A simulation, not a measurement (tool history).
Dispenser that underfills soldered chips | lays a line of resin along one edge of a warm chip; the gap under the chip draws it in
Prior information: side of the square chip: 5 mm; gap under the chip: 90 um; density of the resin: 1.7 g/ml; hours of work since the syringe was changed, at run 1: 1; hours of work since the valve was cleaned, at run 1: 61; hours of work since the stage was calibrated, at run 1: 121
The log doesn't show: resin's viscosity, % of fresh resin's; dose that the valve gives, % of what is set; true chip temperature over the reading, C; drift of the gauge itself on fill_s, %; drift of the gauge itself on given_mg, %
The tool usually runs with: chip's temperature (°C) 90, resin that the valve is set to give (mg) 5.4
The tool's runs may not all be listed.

run	hour	chip's temperature (°C)	resin that the valve is set to give (mg)	hours of work since the syringe was changed	hours of work since the valve was cleaned	hours of work since the stage was calibrated	time until the resin shows at the far edge (s)	resin that the valve gave (mg)
1	0	90	5.4	1	61	121	18	5.26
2	2.1	90	5.4	2	63	123	19.9	5.24
3	4.2	90	5.4	4	64	124	23.7	5.23
4	7.6	90	5.4	6	67	127	28.4	5.21
# hour 8.8: new syringe of resin
5	11.9	90	5.4	2	69	129	19.3	5.24
6	16	90	5.4	5	72	132	24.8	5.22
# hour 18.5: new syringe of resin
7	19.1	90	5.4	0	74	134	16.1	5.21
# hour 22.2: dispensing valve cleaned and set on the balance
8	23.1	90	5.4	3	1	137	20.3	5.41
9	26.7	99	5.4	5	3	139	16.2	5.42
# hour 29.3: new syringe of resin
10	30.4	90	5.03	1	6	142	17.8	5
11	33.8	90	5.03	3	8	144	22.1	5.02
12	36.1	90	5.4	5	10	146	25.7	5.37
# hour 39: new syringe of resin
13	40.3	90	5.4	1	13	149	17	5.39
14	45	90	5.4	4	16	152	24.6	5.35
# hour 48.7: new syringe of resin
15	49.4	90	5.4	1	19	155	17.1	5.36
16	53.3	103	5.4	3	22	158	11.5	5.33
17	57.7	103	5.4	7	25	161	14.5	5.33
# hour 58.4: new syringe of resin
18	60.3	90	5.37	1	27	163	18.2	5.29
19	63.3	78	5.03	4	29	165	41	4.95
20	67.4	78	5.03	7	32	168	51.2	4.96
# hour 68.2: new syringe of resin
21	71.6	78	5.03	2	35	171	36.9	4.96
22	76.2	78	5.03	6	38	174	47.8	4.94
# hour 78: new syringe of resin
23	78.6	103	5.03	0	40	175	8.7	4.93
24	81.8	92	6.45	3	42	178	18.4	6.33
25	85.8	76	6.75	6	45	181	52.4	6.61
# hour 88: new syringe of resin
26	88.8	90	6.32	1	47	183	16.3	6.17
27	92.6	90	6.87	3	49	185	20.3	6.71
28	94.7	86	6.75	5	51	187	28.4	6.58
# hour 97.7: new syringe of resin
29	99.9	86	6.75	2	55	190	21.7	6.56
30	104.5	95	6.15	5	58	194	18.6	5.96
31	106.8	95	6.15	7	60	195	21.7	5.98
# hour 107.4: new syringe of resin
32	111.5	83	4.96	3	63	199	30.4	4.81
33	114.2	83	4.96	5	65	201	34.6	4.8
# hour 117.1: new syringe of resin
34	118	77	6.5	1	67	203	31.4	6.27
35	122.3	98	5.4	4	70	206	15	5.19
36	125.9	90	5.68	6	73	209	26.9	5.47

How the hidden state differs across the entries between the runs, from the last listed run before each to the first after it:
After run 4, before run 5: new syringe of resin (hour 8.8)
  resin's viscosity, % of fresh resin's: 174.1 -> 120.6; dose that the valve gives, % of what is set: 97.01 -> 96.85; true chip temperature over the reading, C: 0.5 -> 0.52
  the result without the hidden state subtracted from the measured one, time until the resin shows at the far edge (s): +11.9 -> +3; resin that the valve gave (mg): -0.16 -> -0.17
After run 6, before run 7: new syringe of resin (hour 18.5)
  resin's viscosity, % of fresh resin's: 155.6 -> 101.8; dose that the valve gives, % of what is set: 96.7 -> 96.6; true chip temperature over the reading, C: 0.54 -> 0.55
  the result without the hidden state subtracted from the measured one, time until the resin shows at the far edge (s): +8.7 -> +0; resin that the valve gave (mg): -0.18 -> -0.19
After run 7, before run 8: dispensing valve cleaned and set on the balance (hour 22.2)
  resin's viscosity, % of fresh resin's: 101.8 -> 122.5; dose that the valve gives, % of what is set: 96.6 -> 100.15; true chip temperature over the reading, C: 0.55 -> 0.56
  the result without the hidden state subtracted from the measured one, time until the resin shows at the far edge (s): +0 -> +3.2; resin that the valve gave (mg): -0.19 -> +0.01
After run 9, before run 10: new syringe of resin (hour 29.3)
  resin's viscosity, % of fresh resin's: 154 -> 108.2; dose that the valve gives, % of what is set: 100.01 -> 99.88; true chip temperature over the reading, C: 0.58 -> 0.6
  the result without the hidden state subtracted from the measured one, time until the resin shows at the far edge (s): +5.5 -> +0.9; resin that the valve gave (mg): +0 -> -0.01
After run 12, before run 13: new syringe of resin (hour 39)
  resin's viscosity, % of fresh resin's: 155.3 -> 110.5; dose that the valve gives, % of what is set: 99.65 -> 99.49; true chip temperature over the reading, C: 0.62 -> 0.64
  the result without the hidden state subtracted from the measured one, time until the resin shows at the far edge (s): +8.5 -> +1.2; resin that the valve gave (mg): -0.02 -> -0.03
After run 14, before run 15: new syringe of resin (hour 48.7)
  resin's viscosity, % of fresh resin's: 148.4 -> 104.9; dose that the valve gives, % of what is set: 99.32 -> 99.16; true chip temperature over the reading, C: 0.67 -> 0.69
  the result without the hidden state subtracted from the measured one, time until the resin shows at the far edge (s): +7.3 -> +0.2; resin that the valve gave (mg): -0.04 -> -0.05
After run 17, before run 18: new syringe of resin (hour 58.4)
  resin's viscosity, % of fresh resin's: 176 -> 113.1; dose that the valve gives, % of what is set: 98.84 -> 98.75; true chip temperature over the reading, C: 0.73 -> 0.74
  the result without the hidden state subtracted from the measured one, time until the resin shows at the far edge (s): +6.4 -> +1.5; resin that the valve gave (mg): -0.07 -> -0.07
After run 20, before run 21: new syringe of resin (hour 68.2)
  resin's viscosity, % of fresh resin's: 176.7 -> 123.9; dose that the valve gives, % of what is set: 98.47 -> 98.32; true chip temperature over the reading, C: 0.77 -> 0.79
  the result without the hidden state subtracted from the measured one, time until the resin shows at the far edge (s): +21.4 -> +6; resin that the valve gave (mg): -0.08 -> -0.08
After run 22, before run 23: new syringe of resin (hour 78)
  resin's viscosity, % of fresh resin's: 165.5 -> 104.3; dose that the valve gives, % of what is set: 98.15 -> 98.07; true chip temperature over the reading, C: 0.81 -> 0.82
  the result without the hidden state subtracted from the measured one, time until the resin shows at the far edge (s): +18 -> +0.1; resin that the valve gave (mg): -0.09 -> -0.1
After run 25, before run 26: new syringe of resin (hour 88)
  resin's viscosity, % of fresh resin's: 164 -> 105; dose that the valve gives, % of what is set: 97.78 -> 97.67; true chip temperature over the reading, C: 0.86 -> 0.87
  the result without the hidden state subtracted from the measured one, time until the resin shows at the far edge (s): +19 -> +0.2; resin that the valve gave (mg): -0.15 -> -0.15
After run 28, before run 29: new syringe of resin (hour 97.7)
  resin's viscosity, % of fresh resin's: 151.7 -> 114.6; dose that the valve gives, % of what is set: 97.45 -> 97.29; true chip temperature over the reading, C: 0.9 -> 0.92
  the result without the hidden state subtracted from the measured one, time until the resin shows at the far edge (s): +8.8 -> +1.9; resin that the valve gave (mg): -0.17 -> -0.18
After run 31, before run 32: new syringe of resin (hour 107.4)
  resin's viscosity, % of fresh resin's: 176.7 -> 130.6; dose that the valve gives, % of what is set: 97.02 -> 96.86; true chip temperature over the reading, C: 0.95 -> 0.97
  the result without the hidden state subtracted from the measured one, time until the resin shows at the far edge (s): +8.8 -> +6.2; resin that the valve gave (mg): -0.18 -> -0.15
After run 33, before run 34: new syringe of resin (hour 117.1)
  resin's viscosity, % of fresh resin's: 154.3 -> 105; dose that the valve gives, % of what is set: 96.75 -> 96.63; true chip temperature over the reading, C: 0.99 -> 1
  the result without the hidden state subtracted from the measured one, time until the resin shows at the far edge (s): +11.5 -> +0; resin that the valve gave (mg): -0.16 -> -0.22

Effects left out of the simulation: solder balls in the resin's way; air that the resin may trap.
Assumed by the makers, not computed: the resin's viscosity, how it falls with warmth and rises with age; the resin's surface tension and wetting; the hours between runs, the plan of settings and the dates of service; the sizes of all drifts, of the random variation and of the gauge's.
